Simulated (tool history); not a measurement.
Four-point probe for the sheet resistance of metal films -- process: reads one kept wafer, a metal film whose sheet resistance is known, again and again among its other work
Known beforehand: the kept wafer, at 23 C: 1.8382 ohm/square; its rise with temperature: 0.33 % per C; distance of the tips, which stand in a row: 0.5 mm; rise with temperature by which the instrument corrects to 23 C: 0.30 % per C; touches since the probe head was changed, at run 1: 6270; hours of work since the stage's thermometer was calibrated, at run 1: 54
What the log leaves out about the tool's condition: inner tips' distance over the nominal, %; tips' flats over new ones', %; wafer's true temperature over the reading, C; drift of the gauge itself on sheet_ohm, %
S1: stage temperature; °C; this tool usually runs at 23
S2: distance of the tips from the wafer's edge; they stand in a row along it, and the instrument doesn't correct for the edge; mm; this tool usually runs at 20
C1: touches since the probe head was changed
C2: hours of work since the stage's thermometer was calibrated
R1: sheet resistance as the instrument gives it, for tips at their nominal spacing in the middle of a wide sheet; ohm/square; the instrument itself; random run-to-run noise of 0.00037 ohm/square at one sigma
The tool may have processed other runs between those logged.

Run 1, hour 0.0: usual settings; C1 6270; C2 54. Result: R1 1.832716 ohm/square.
Run 2, hour 18.6: usual settings; C1 6629; C2 64. Result: R1 1.832550 ohm/square.
Run 3, hour 42.1: usual settings; C1 7082; C2 76. Result: R1 1.832749 ohm/square.
Run 4, hour 80.0: usual settings; C1 7815; C2 96. Result: R1 1.832734 ohm/square.
Run 5, hour 122.9: usual settings; C1 8643; C2 119. Result: R1 1.833337 ohm/square.
Run 6, hour 156.4: usual settings; C1 9291; C2 137. Result: R1 1.833404 ohm/square.
Run 7, hour 176.8: usual settings; C1 9684; C2 148. Result: R1 1.833272 ohm/square.
Run 8, hour 218.1: usual settings but S2 71 mm; C1 10481; C2 170. Result: R1 1.832965 ohm/square.
Run 9, hour 250.2: usual settings but S2 71 mm; C1 11102; C2 187. Result: R1 1.832674 ohm/square.
Run 10, hour 267.5: usual settings; C1 11436; C2 196. Result: R1 1.833524 ohm/square.
Run 11, hour 302.8: usual settings; C1 12117; C2 215. Result: R1 1.833563 ohm/square.
Run 12, hour 336.2: usual settings; C1 12763; C2 233. Result: R1 1.833640 ohm/square.
Run 13, hour 355.5: usual settings; C1 13135; C2 243. Result: R1 1.833718 ohm/square.
Run 14, hour 384.3: usual settings; C1 13692; C2 258. Result: R1 1.833681 ohm/square.
Run 15, hour 405.0: usual settings; C1 14092; C2 269. Result: R1 1.834068 ohm/square.
Run 16, hour 430.8: usual settings; C1 14590; C2 283. Result: R1 1.834259 ohm/square.
Run 17, hour 456.0: usual settings; C1 15075; C2 296. Result: R1 1.833961 ohm/square.
Run 18, hour 477.8: usual settings; C1 15496; C2 308. Result: R1 1.833754 ohm/square.
Run 19, hour 519.5: usual settings; C1 16302; C2 330. Result: R1 1.834551 ohm/square.
Run 20, hour 537.7: usual settings but S1 25 °C; C1 16654; C2 340. Result: R1 1.835209 ohm/square.
Run 21, hour 575.9: usual settings but S1 29 °C; C1 17391; C2 360. Result: R1 1.837861 ohm/square.
Run 22, hour 610.4: usual settings but S1 22 °C, S2 70 mm; C1 18058; C2 378. Result: R1 1.833539 ohm/square.
Run 23, hour 649.0: usual settings but S2 9 mm; C1 18803; C2 399. Result: R1 1.836585 ohm/square.
Run 24, hour 667.0: usual settings but S1 28 °C, S2 21 mm; C1 19151; C2 409. Result: R1 1.837939 ohm/square.
Run 25, hour 709.3: usual settings but S1 28 °C, S2 21 mm; C1 19968; C2 431. Result: R1 1.837622 ohm/square.
Run 26, hour 750.3: usual settings but S1 28 °C, S2 21 mm; C1 20758; C2 453. Result: R1 1.837917 ohm/square.
Run 27, hour 788.9: usual settings but S1 32 °C; C1 21504; C2 473. Result: R1 1.840592 ohm/square.
Run 28, hour 809.2: usual settings but S1 20 °C, S2 42 mm; C1 21896; C2 484. Result: R1 1.832890 ohm/square.
Run 29, hour 838.1: usual settings but S1 26 °C, S2 6 mm; C1 22454; C2 500. Result: R1 1.843785 ohm/square.
Run 30, hour 855.8: usual settings but S1 26 °C, S2 6 mm; C1 22797; C2 509. Result: R1 1.843204 ohm/square.
Run 31, hour 889.9: usual settings but S1 21 °C, S2 28 mm; C1 23456; C2 527. Result: R1 1.833633 ohm/square.
Run 32, hour 921.5: usual settings but S1 27 °C, S2 9 mm; C1 24064; C2 544. Result: R1 1.840921 ohm/square.
Run 33, hour 956.3: usual settings but S1 27 °C, S2 9 mm; C1 24738; C2 563. Result: R1 1.840690 ohm/square.
Run 34, hour 973.7: usual settings but S1 27 °C, S2 75 mm; C1 25074; C2 572. Result: R1 1.838048 ohm/square.
Run 35, hour 995.3: usual settings but S1 27 °C, S2 5 mm; C1 25490; C2 583. Result: R1 1.847891 ohm/square.
Run 36, hour 1034.7: usual settings but S1 27 °C, S2 5 mm; C1 26252; C2 604. Result: R1 1.847420 ohm/square.

Run by run, hidden condition taken away, random variation retained:
run        R1
  1  1.838936
  2  1.838714
  3  1.838843
  4  1.838707
  5  1.839179
  6  1.839139
  7  1.838938
  8  1.838491
  9  1.838097
 10  1.838892
 11  1.838815
 12  1.838781
 13  1.838797
 14  1.838665
 15  1.838981
 16  1.839087
 17  1.838711
 18  1.838439
 19  1.839097
 20  1.839705
 21  1.842249
 22  1.837794
 23  1.840722
 24  1.842034
 25  1.841579
 26  1.841751
 27  1.844314
 28  1.836504
 29  1.847348
 30  1.846708
 31  1.836988
 32  1.844209
 33  1.843868
 34  1.841163
 35  1.850951
 36  1.850351
